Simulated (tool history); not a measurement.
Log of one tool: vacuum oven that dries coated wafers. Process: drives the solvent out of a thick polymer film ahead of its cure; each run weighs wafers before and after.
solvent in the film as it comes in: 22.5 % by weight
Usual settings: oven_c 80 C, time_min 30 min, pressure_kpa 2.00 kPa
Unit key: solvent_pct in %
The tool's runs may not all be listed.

| run | hour | oven_c | time_min | pressure_kpa | solvent_pct |
|---|---|---|---|---|---|
| 1 | 0.0 | 80 | 30 | 2.00 | 1.76 |
| 2 | 50.9 | 80 | 30 | 2.00 | 1.79 |
| 3 | 105.8 | 80 | 30 | 2.00 | 1.86 |
| 4 | 137.3 | 80 | 30 | 2.00 | 1.74 |
| 5 | 162.8 | 80 | 30 | 2.00 | 1.82 |
| 6 | 199.2 | 80 | 30 | 2.00 | 1.82 |
| 7 | 238.2 | 80 | 30 | 2.00 | 1.84 |
| 8 | 275.6 | 80 | 30 | 2.00 | 1.83 |
| 9 | 318.2 | 80 | 30 | 2.00 | 1.81 |
| 10 | 347.5 | 76 | 30 | 2.00 | 2.58 |
| 11 | 377.8 | 81 | 30 | 2.00 | 1.61 |
| 12 | 420.6 | 81 | 30 | 2.00 | 1.57 |
| 13 | 463.2 | 81 | 30 | 2.00 | 1.44 |
| 14 | 491.6 | 81 | 30 | 2.00 | 1.55 |
| 15 | 516.8 | 81 | 30 | 2.00 | 1.57 |
| 16 | 564.3 | 81 | 30 | 2.00 | 1.58 |
| 17 | 612.5 | 80 | 30 | 6.06 | 3.27 |
| 18 | 658.6 | 80 | 30 | 6.06 | 3.36 |
| 19 | 687.5 | 80 | 21 | 2.00 | 2.83 |
| 20 | 714.8 | 80 | 30 | 5.82 | 3.29 |
| 21 | 755.9 | 80 | 30 | 2.00 | 1.78 |
| 22 | 808.8 | 80 | 30 | 2.00 | 1.66 |
| 23 | 865.2 | 80 | 30 | 2.26 | 1.90 |
| 24 | 894.5 | 80 | 30 | 2.26 | 1.83 |
| 25 | 947.8 | 90 | 30 | 7.89 | 2.55 |
| 26 | 973.5 | 79 | 42 | 3.68 | 2.11 |
| 27 | 1026.9 | 79 | 30 | 2.60 | 2.28 |
| 28 | 1071.8 | 89 | 17 | 6.55 | 2.99 |
| 29 | 1126.3 | 92 | 20 | 3.47 | 1.45 |
| 30 | 1173.8 | 91 | 32 | 2.04 | 0.73 |
| 31 | 1209.1 | 83 | 33 | 2.04 | 1.26 |
| 32 | 1248.0 | 83 | 33 | 2.04 | 1.28 |
| 33 | 1288.6 | 78 | 33 | 2.81 | 2.41 |
| 34 | 1316.9 | 78 | 33 | 2.81 | 2.32 |
| 35 | 1351.2 | 78 | 33 | 2.81 | 2.29 |
| 36 | 1403.2 | 78 | 33 | 2.81 | 2.25 |
| 37 | 1429.1 | 94 | 15 | 2.00 | 1.34 |
| 38 | 1480.1 | 94 | 15 | 2.98 | 1.72 |
| 39 | 1513.3 | 68 | 30 | 2.00 | 4.84 |
| 40 | 1567.2 | 68 | 30 | 2.00 | 4.88 |
| 41 | 1614.3 | 93 | 37 | 7.64 | 2.16 |
| 42 | 1656.8 | 84 | 25 | 7.64 | 3.64 |
| 43 | 1713.5 | 84 | 25 | 7.64 | 3.80 |
| 44 | 1769.4 | 84 | 25 | 7.64 | 3.80 |
| 45 | 1817.8 | 80 | 36 | 1.43 | 1.24 |
| 46 | 1874.6 | 80 | 36 | 1.43 | 1.33 |
| 47 | 1918.5 | 94 | 39 | 3.08 | 1.02 |

Not shown here: 1 entry made in the log between runs. Locate each between two listed runs and compare the hidden state at the listed run before it with the hidden state at the listed run after it:
Runs 11 to 12: oven's thermocouples calibrated (hour 420.6)
  true wafer temperature over the reading, C: -1.42 -> -0.31; true pressure over the reading, kPa: 0.526 -> 0.537
  measured result minus the result with no hidden state, solvent_pct: +0.39 -> +0.25 %

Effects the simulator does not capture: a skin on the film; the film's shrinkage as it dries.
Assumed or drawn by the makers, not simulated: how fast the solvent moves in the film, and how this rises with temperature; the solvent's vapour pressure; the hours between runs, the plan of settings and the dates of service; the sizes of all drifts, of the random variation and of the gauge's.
